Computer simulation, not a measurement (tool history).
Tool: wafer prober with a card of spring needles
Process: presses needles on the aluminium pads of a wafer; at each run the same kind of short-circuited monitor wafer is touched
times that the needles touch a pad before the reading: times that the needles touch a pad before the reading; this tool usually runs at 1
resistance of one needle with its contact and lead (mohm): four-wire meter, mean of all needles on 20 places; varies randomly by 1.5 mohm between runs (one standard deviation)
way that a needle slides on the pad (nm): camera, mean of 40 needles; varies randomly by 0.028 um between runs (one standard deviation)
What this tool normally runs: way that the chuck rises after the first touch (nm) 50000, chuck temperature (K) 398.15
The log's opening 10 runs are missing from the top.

run   hour  way that the chuck rises after the first touch (nm)  chuck temperature (K)  times that the needles touch a pad before the reading  resistance of one needle with its contact and lead (mohm)  way that a needle slides on the pad (nm)
      74.5  -- tips cleaned on abrasive film
 11   76.6                                                50000                 350.15                                                      1                                                        132                                     11010
      80.5  -- tips cleaned on abrasive film
 12   84.7                                                50000                 350.15                                                      1                                                        132                                     11020
      85.9  -- tips cleaned on abrasive film
      92.1  -- tips cleaned on abrasive film
 13   93.1                                                50000                 350.15                                                      1                                                        133                                     10980
      98.2  -- tips cleaned on abrasive film
 14  101.9                                                50000                 398.15                                                      2                                                        140                                     11040
     103.7  -- tips cleaned on abrasive film
     109.2  -- tips cleaned on abrasive film
 15  110.5                                                50000                 398.15                                                      2                                                        135                                     11010
     115.1  -- tips cleaned on abrasive film
 16  116.3                                                50000                 398.15                                                      2                                                        135                                     11050
     120.7  -- tips cleaned on abrasive film
     126.4  -- tips cleaned on abrasive film
 17  126.7                                                50000                 398.15                                                      2                                                        135                                     10980
       132  -- tips cleaned on abrasive film
 18  135.6                                                50000                 398.15                                                      2                                                        140                                     10990
     137.5  -- tips cleaned on abrasive film
 19  141.1                                                50000                 398.15                                                      2                                                        138                                     10990
     143.7  -- tips cleaned on abrasive film
 20  145.9                                                50000                 398.15                                                      2                                                        140                                     11000
     149.8  -- tips cleaned on abrasive film
     155.6  -- tips cleaned on abrasive film
 21  156.5                                                69000                 398.15                                                      2                                                        134                                     15160
     161.3  -- tips cleaned on abrasive film
 22    162                                                56000                 337.15                                                      2                                                        128                                     12350
     167.3  -- tips cleaned on abrasive film
 23  170.9                                                47000                 337.15                                                      2                                                        129                                     10380
     173.1  -- tips cleaned on abrasive film
     178.6  -- tips cleaned on abrasive film
 24  180.2                                                33000                 309.15                                                      1                                                        130                                      7250
     184.5  -- tips cleaned on abrasive film
 25  187.2                                                33000                 309.15                                                      1                                                        133                                      7280
     190.1  -- tips cleaned on abrasive film
     196.1  -- tips cleaned on abrasive film
 26    197                                                33000                 309.15                                                      2                                                        131                                      7260
     201.6  -- tips cleaned on abrasive film
     206.5  -- height of the first contact set anew
 27  206.9                                                33000                 309.15                                                      2                                                        129                                      7260
     207.9  -- tips cleaned on abrasive film
     213.9  -- tips cleaned on abrasive film
 28  216.4                                                33000                 309.15                                                      2                                                        133                                      7280
     220.3  -- tips cleaned on abrasive film
 29  224.7                                                31000                 309.15                                                      2                                                        133                                      6820
     226.3  -- tips cleaned on abrasive film
     231.7  -- tips cleaned on abrasive film
 30  234.1                                                34000                 347.15                                                      2                                                        137                                      7500

5 ways to go on from here, each from the tool as it stands after run 30. What would each give?
     237.7  -- tips cleaned on abrasive film
  A   242                                                50000                 324.15                                                      1                                                          ?                                         ?
     237.7  -- tips cleaned on abrasive film
  B   242                                                51000                 347.15                                                      2                                                          ?                                         ?
     237.7  -- tips cleaned on abrasive film
  C   242                                                63000                 398.15                                                      2                                                          ?                                         ?
     237.7  -- tips cleaned on abrasive film
  D   242                                                34000                 347.15                                                      1                                                          ?                                         ?
     237.7  -- tips cleaned on abrasive film
  E   242                                                58000                 398.15                                                      1                                                          ?                                         ?

run  resistance of one needle with its contact and lead (mohm)  way that a needle slides on the pad (nm)
  A                                                        129                                     11020
  B                                                        129                                     11230
  C                                                        136                                     13920
  D                                                        138                                      7460
  E                                                        135                                     12780
Take away the tool's hidden state, keep each run's random variation, and the runs would have read:
run  resistance of one needle with its contact and lead (mohm)  way that a needle slides on the pad (nm)
  A                                                        128                                     11020
  B                                                        129                                     11230
  C                                                        135                                     13930
  D                                                        137                                      7460
  E                                                        135                                     12790

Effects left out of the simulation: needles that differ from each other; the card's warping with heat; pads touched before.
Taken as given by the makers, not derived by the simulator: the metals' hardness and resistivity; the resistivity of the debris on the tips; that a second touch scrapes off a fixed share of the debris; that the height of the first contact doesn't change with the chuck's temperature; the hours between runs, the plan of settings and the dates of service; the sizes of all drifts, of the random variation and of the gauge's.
